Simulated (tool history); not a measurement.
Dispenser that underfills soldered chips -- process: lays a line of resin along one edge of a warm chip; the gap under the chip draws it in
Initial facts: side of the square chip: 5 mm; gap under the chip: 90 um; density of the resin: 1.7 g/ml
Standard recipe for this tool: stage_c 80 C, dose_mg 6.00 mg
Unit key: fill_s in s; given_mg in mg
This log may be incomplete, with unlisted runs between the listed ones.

| run | hour | stage_c | dose_mg | fill_s | given_mg |
|---|---|---|---|---|---|
| 1 | 0.0 | 80 | 6.00 | 17.9 | 5.67 |
| 2 | 4.8 | 80 | 6.33 | 20.4 | 5.91 |
|  | 12.2 | new syringe of resin |
| 3 | 13.5 | 80 | 6.17 | 17.1 | 5.72 |
| 4 | 22.0 | 80 | 6.00 | 21.2 | 5.62 |
|  | 28.7 | new syringe of resin |
| 5 | 28.7 | 80 | 6.00 | 15.7 | 5.60 |
| 6 | 35.4 | 82 | 6.00 | 18.3 | 5.63 |
|  | 39.9 | dispensing valve cleaned and set on the balance |
| 7 | 42.0 | 80 | 6.00 | 23.3 | 5.95 |
|  | 46.2 | new syringe of resin |
| 8 | 48.3 | 80 | 6.00 | 17.0 | 5.98 |
| 9 | 52.0 | 80 | 6.34 | 18.3 | 6.39 |
| 10 | 59.7 | 80 | 6.00 | 22.7 | 6.04 |
|  | 63.0 | new syringe of resin |
| 11 | 65.1 | 69 | 6.00 | 28.5 | 5.93 |
| 12 | 70.3 | 69 | 6.00 | 34.6 | 5.98 |
| 13 | 75.5 | 80 | 6.00 | 22.8 | 5.88 |
|  | 80.0 | new syringe of resin |
| 14 | 81.8 | 80 | 6.00 | 17.1 | 5.96 |
| 15 | 86.4 | 80 | 5.33 | 20.3 | 5.37 |
| 16 | 90.0 | 80 | 5.33 | 22.5 | 5.24 |
| 17 | 95.2 | 80 | 5.33 | 27.1 | 5.28 |
|  | 97.2 | new syringe of resin |
| 18 | 100.9 | 80 | 6.00 | 18.2 | 5.88 |
| 19 | 108.8 | 80 | 6.00 | 22.7 | 5.88 |
| 20 | 113.0 | 89 | 6.98 | 16.3 | 6.80 |
|  | 114.0 | new syringe of resin |
| 21 | 121.5 | 79 | 6.43 | 21.5 | 6.28 |
| 22 | 126.1 | 79 | 6.43 | 24.1 | 6.32 |
|  | 130.4 | new syringe of resin |
| 23 | 133.1 | 91 | 6.39 | 10.6 | 6.21 |
| 24 | 140.1 | 91 | 6.39 | 13.1 | 6.25 |
| 25 | 145.0 | 91 | 6.39 | 15.6 | 6.13 |
|  | 147.3 | new syringe of resin |
| 26 | 150.7 | 91 | 6.39 | 11.2 | 6.17 |
| 27 | 155.2 | 77 | 6.80 | 23.9 | 6.67 |
| 28 | 160.7 | 85 | 6.86 | 19.0 | 6.60 |
|  | 164.2 | new syringe of resin |
| 29 | 169.7 | 85 | 6.68 | 15.0 | 6.50 |
| 30 | 178.3 | 65 | 7.55 | 50.6 | 7.27 |
|  | 181.0 | new syringe of resin |
| 31 | 182.3 | 65 | 7.55 | 34.7 | 7.26 |
| 32 | 188.9 | 82 | 7.64 | 17.9 | 7.28 |
| 33 | 196.4 | 82 | 7.64 | 22.9 | 7.25 |
|  | 197.9 | new syringe of resin |
| 34 | 205.2 | 77 | 6.06 | 23.8 | 5.63 |
| 35 | 213.0 | 77 | 6.06 | 29.8 | 5.83 |

5 ways to go on from here, each from the tool as it stands after run 35. What would each give?
|  | 214.6 | new syringe of resin |
| A | 222.0 | 74 | 5.37 | ? | ? |
|  | 214.6 | new syringe of resin |
| B | 222.0 | 70 | 7.10 | ? | ? |
|  | 214.6 | new syringe of resin |
| C | 222.0 | 76 | 6.06 | ? | ? |
|  | 214.6 | new syringe of resin |
| D | 222.0 | 80 | 7.69 | ? | ? |
|  | 214.6 | new syringe of resin |
| E | 222.0 | 88 | 7.24 | ? | ? |

| run | fill_s | given_mg |
|---|---|---|
| A | 27.9 | 5.13 |
| B | 32.7 | 6.71 |
| C | 24.4 | 5.73 |
| D | 20.1 | 7.25 |
| E | 14.4 | 6.82 |
What these runs would have given with no unlogged condition in the tool:
| run | fill_s | given_mg |
|---|---|---|
| A | 19.6 | 5.43 |
| B | 23.1 | 7.10 |
| C | 17.2 | 6.06 |
| D | 14.4 | 7.67 |
| E | 10.5 | 7.21 |
